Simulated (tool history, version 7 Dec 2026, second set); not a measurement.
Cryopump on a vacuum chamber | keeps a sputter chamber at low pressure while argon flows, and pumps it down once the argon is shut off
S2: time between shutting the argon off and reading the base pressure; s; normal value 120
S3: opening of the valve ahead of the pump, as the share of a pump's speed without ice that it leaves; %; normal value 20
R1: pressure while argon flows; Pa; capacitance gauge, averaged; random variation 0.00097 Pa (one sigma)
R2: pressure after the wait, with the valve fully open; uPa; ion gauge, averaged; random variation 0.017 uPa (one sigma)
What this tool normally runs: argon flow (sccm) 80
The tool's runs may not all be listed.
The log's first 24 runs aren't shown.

Run 25, hour 1675.9: usual settings but argon flow (sccm) 84, S2 91 s, S3 36 %. Result: R1 0.1949 Pa, R2 0.75 uPa.
Run 26, hour 1776.6: usual settings but S3 45 %. Result: R1 0.1505 Pa, R2 0.64 uPa.
Run 27, hour 1872.7: usual settings but S3 23 %. Result: R1 0.2911 Pa, R2 0.67 uPa.
Run 28, hour 1917.1: usual settings but argon flow (sccm) 110, S3 36 %. Result: R1 0.2588 Pa, R2 0.64 uPa.
Run 29, hour 1979.3: usual settings but argon flow (sccm) 110, S3 36 %. Result: R1 0.2584 Pa, R2 0.69 uPa.
Run 30, hour 2075.6: usual settings but argon flow (sccm) 110, S3 36 %. Result: R1 0.2599 Pa, R2 0.69 uPa.
Run 31, hour 2173.1: usual settings but argon flow (sccm) 110, S2 291 s, S3 24 %. Result: R1 0.3821 Pa, R2 0.48 uPa.
Run 32, hour 2227.9: usual settings but S2 125 s. Result: R1 0.3335 Pa, R2 0.67 uPa.
Run 33, hour 2326.1: usual settings but argon flow (sccm) 61, S2 156 s, S3 35 %. Result: R1 0.1493 Pa, R2 0.58 uPa.
Run 34, hour 2429.3: usual settings but argon flow (sccm) 61, S2 156 s, S3 35 %. Result: R1 0.1502 Pa, R2 0.61 uPa.

Forecast each of these 4 alternatives for the next run:
Run A, hour 2483.6: usual settings but argon flow (sccm) 95, S2 156 s, S3 51 %. Result: R1 ?, R2 ?.
Run B, hour 2483.6: usual settings but argon flow (sccm) 120, S2 102 s, S3 34 %. Result: R1 ?, R2 ?.
Run C, hour 2483.6: usual settings but argon flow (sccm) 103, S2 99 s, S3 39 %. Result: R1 ?, R2 ?.
Run D, hour 2483.6: usual settings but S2 22 s. Result: R1 ?, R2 ?.

run      R1    R2
  A  0.1648  0.66
  B  0.3024  0.78
  C  0.2278  0.81
  D  0.3358  2.33
Had the tool no hidden state, the same runs would have come out as:
run      R1    R2
  A  0.1521  0.44
  B  0.2864  0.55
  C   0.214  0.59
  D  0.3251  2.11

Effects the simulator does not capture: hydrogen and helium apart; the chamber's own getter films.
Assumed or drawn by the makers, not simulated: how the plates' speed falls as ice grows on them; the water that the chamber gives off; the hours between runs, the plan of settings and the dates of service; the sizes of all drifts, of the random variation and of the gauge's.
